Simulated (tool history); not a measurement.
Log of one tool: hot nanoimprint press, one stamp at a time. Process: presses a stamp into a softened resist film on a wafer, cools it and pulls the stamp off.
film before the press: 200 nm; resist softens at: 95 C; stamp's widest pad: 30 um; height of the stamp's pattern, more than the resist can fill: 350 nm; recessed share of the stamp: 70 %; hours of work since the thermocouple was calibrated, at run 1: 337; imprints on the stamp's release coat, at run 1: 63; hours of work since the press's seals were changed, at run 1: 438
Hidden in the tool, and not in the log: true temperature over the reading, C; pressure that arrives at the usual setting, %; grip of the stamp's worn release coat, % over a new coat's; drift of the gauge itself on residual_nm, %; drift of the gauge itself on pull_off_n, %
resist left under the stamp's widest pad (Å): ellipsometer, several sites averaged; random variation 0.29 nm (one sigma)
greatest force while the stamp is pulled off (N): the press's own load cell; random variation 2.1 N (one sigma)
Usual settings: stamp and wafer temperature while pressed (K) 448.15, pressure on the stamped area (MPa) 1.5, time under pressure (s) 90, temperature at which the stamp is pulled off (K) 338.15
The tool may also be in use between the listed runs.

run	hour	stamp and wafer temperature while pressed (K)	pressure on the stamped area (MPa)	time under pressure (s)	temperature at which the stamp is pulled off (K)	hours of work since the thermocouple was calibrated	imprints on the stamp's release coat	hours of work since the press's seals were changed	resist left under the stamp's widest pad (Å)	greatest force while the stamp is pulled off (N)
1	0	448.15	1.5	90	338.15	337	63	438	1157	90
2	13.4	448.15	1.5	90	338.15	346	113	447	1165	95
3	22.8	448.15	1.5	90	338.15	352	147	454	1153	91
4	37.2	448.15	1.5	90	338.15	362	200	463	1158	92
5	51.7	448.15	1.5	90	338.15	372	253	473	1157	92
6	61.4	448.15	1.5	90	338.15	378	289	480	1157	97
7	74.4	448.15	1.63	90	338.15	387	337	488	1112	93
8	83.6	448.15	1.63	90	338.15	393	371	494	1116	95
9	95.5	448.15	1.63	90	338.15	401	414	502	1115	95
10	106.2	448.15	1.63	90	338.15	408	454	510	1116	99
# hour 120.8: plate thermocouple calibrated
11	122.8	448.15	1.63	90	338.15	1	504	519	1118	93
12	139.8	448.15	1.5	90	338.15	13	566	530	1156	97
13	147.8	448.15	1.5	90	338.15	18	596	536	1154	95
14	161.8	448.15	1.5	90	338.15	28	647	545	1161	97
15	171.3	448.15	1.5	90	338.15	34	682	551	1155	94
16	179.9	457.15	1.52	132	326.15	40	714	557	835	120
17	193.2	457.15	1.52	132	326.15	49	762	566	834	118
18	204.8	448.15	1.11	90	328.15	56	805	574	1321	115
19	220.1	437.15	1.95	64	329.15	67	862	584	1422	113
20	233.2	443.15	1.95	64	329.15	76	909	593	1254	112
21	242	448.15	1.47	114	338.15	81	942	599	1087	93
22	250.6	448.15	1.5	90	336.15	87	974	605	1157	101
23	258.7	451.15	1.5	90	336.15	93	1003	610	1088	99
24	269.8	448.15	1.5	92	338.15	100	1044	618	1151	98
25	280.6	448.15	1.5	90	329.15	107	1084	625	1153	117
26	291.2	448.15	1.88	90	329.15	115	1123	632	1038	109
27	307.5	448.15	1.88	90	329.15	125	1183	643	1050	115
28	322.5	444.15	1.31	90	329.15	136	1238	653	1335	113
29	330.2	448.15	1.5	90	337.15	141	1266	658	1158	96

5 ways to go on from here, each from the tool as it stands after run 29. What would each give?
A	345.3	448.15	1.77	73	341.15	151	1322	668	?	?
B	345.3	444.15	1.32	90	329.15	151	1322	668	?	?
C	345.3	448.15	1.24	90	338.15	151	1322	668	?	?
D	345.3	448.15	1.5	97	331.15	151	1322	668	?	?
E	345.3	441.15	1.5	127	345.15	151	1322	668	?	?

run	resist left under the stamp's widest pad (Å)	greatest force while the stamp is pulled off (N)
A	1139	90
B	1324	112
C	1256	97
D	1134	113
E	1218	82
Without the tool's hidden state the same runs would have given:
run	resist left under the stamp's widest pad (Å)	greatest force while the stamp is pulled off (N)
A	1138	89
B	1324	110
C	1256	96
D	1134	112
E	1218	81
